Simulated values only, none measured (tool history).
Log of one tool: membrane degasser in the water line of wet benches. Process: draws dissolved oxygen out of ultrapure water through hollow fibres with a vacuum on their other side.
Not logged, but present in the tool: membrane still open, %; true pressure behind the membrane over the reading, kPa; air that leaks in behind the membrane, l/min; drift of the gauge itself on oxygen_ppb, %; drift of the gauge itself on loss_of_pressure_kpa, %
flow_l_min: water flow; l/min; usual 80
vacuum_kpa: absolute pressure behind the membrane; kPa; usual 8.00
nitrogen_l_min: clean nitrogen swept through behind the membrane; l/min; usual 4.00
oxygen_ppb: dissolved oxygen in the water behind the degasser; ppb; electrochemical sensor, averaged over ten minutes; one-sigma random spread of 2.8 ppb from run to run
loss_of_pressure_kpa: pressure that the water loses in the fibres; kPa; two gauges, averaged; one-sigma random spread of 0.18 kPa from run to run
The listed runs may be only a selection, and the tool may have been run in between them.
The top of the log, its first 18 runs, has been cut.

run,hour,flow_l_min,vacuum_kpa,nitrogen_l_min,hours since the membrane was changed,hours since the vacuum gauge was calibrated,hours since the vacuum lines were made tight,oxygen_ppb,loss_of_pressure_kpa
# hour 2638.2: vacuum gauge calibrated
19,2770.8,80,11.11,8.10,4232,133,1068,267.4,31.19
20,2939.4,80,11.11,8.10,4401,301,1236,274.7,31.37
21,3069.6,80,11.11,8.10,4531,431,1367,270.3,31.28
22,3199.6,76,4.96,8.93,4661,561,1497,112.1,29.96
23,3359.1,66,4.96,4.90,4820,721,1656,109.5,25.72
24,3499.2,94,13.43,4.00,4961,861,1796,637.6,36.67
25,3718.6,56,13.43,4.00,5180,1080,2016,349.6,21.72
26,3871.3,75,7.96,2.21,5333,1233,2168,421.4,29.42
# hour 3940.4: vacuum gauge calibrated, once more
27,4005.0,65,7.84,5.66,5466,65,2301,162.9,25.54
28,4167.1,95,13.48,4.00,5628,227,2464,626.5,37.37
29,4330.3,85,13.03,11.07,5791,390,2627,275.8,33.31
30,4432.5,80,5.92,4.00,5893,492,2729,202.5,31.52
31,4602.5,65,8.00,11.94,6063,662,2899,102.6,25.71

Predict each of these 4 candidate next runs independently; none follows another, all start after run 31:
A,4773.9,122,8.00,9.60,6235,834,3070,?,?
B,4773.9,121,7.87,11.93,6235,834,3070,?,?
C,4773.9,80,13.21,7.81,6235,834,3070,?,?
D,4773.9,54,8.28,1.87,6235,834,3070,?,?

run,oxygen_ppb,loss_of_pressure_kpa
A,415.7,48.04
B,381.8,47.46
C,317.6,31.10
D,326.1,21.12
Without the tool's unlogged condition, the same runs would have read:
run,oxygen_ppb,loss_of_pressure_kpa
A,378.8,46.25
B,345.8,45.69
C,301.7,29.93
D,315.1,20.32
